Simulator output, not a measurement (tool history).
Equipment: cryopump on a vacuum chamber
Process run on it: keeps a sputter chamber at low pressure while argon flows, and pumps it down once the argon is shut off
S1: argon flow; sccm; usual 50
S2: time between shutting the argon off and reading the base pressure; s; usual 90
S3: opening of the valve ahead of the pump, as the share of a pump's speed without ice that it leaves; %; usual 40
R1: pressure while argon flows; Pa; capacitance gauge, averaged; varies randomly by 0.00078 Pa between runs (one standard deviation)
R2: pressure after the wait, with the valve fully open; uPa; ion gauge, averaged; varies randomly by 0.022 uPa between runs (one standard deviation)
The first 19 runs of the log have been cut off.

run	hour	S1	S2	S3	R1	R2
20	249.9	50	204	27	0.2414	0.67
21	269.2	32	48	16	0.2528	1.13
22	281.8	55	37	31	0.2345	1.35
23	292.4	55	37	31	0.2352	1.31
24	307.6	30	90	40	0.1004	0.83
25	318.3	27	47	15	0.2265	1.15
26	334.2	45	20	40	0.1529	2.10
27	348.1	42	127	30	0.1851	0.73
28	365.4	42	145	57	0.1056	0.76
29	375.9	50	90	37	0.1840	0.86
30	395.7	50	38	35	0.1907	1.33
31	413.5	50	119	35	0.1937	0.78
32	422.8	39	119	35	0.1509	0.78
33	434.8	89	90	24	0.4857	0.88
34	449.2	65	90	25	0.3416	0.90

4 options for the next run, each taken on its own from the tool as it stands now. Forecast them:
A	467.9	75	99	25	?	?
B	467.9	21	123	32	?	?
C	467.9	50	299	40	?	?
D	467.9	37	90	40	?	?

run	R1	R2
A	0.3962	0.84
B	0.0894	0.79
C	0.1732	0.64
D	0.1273	0.89
Take away the tool's hidden state, keep each run's random variation, and the runs would have read:
run	R1	R2
A	0.3641	0.51
B	0.0805	0.45
C	0.1518	0.32
D	0.1116	0.56
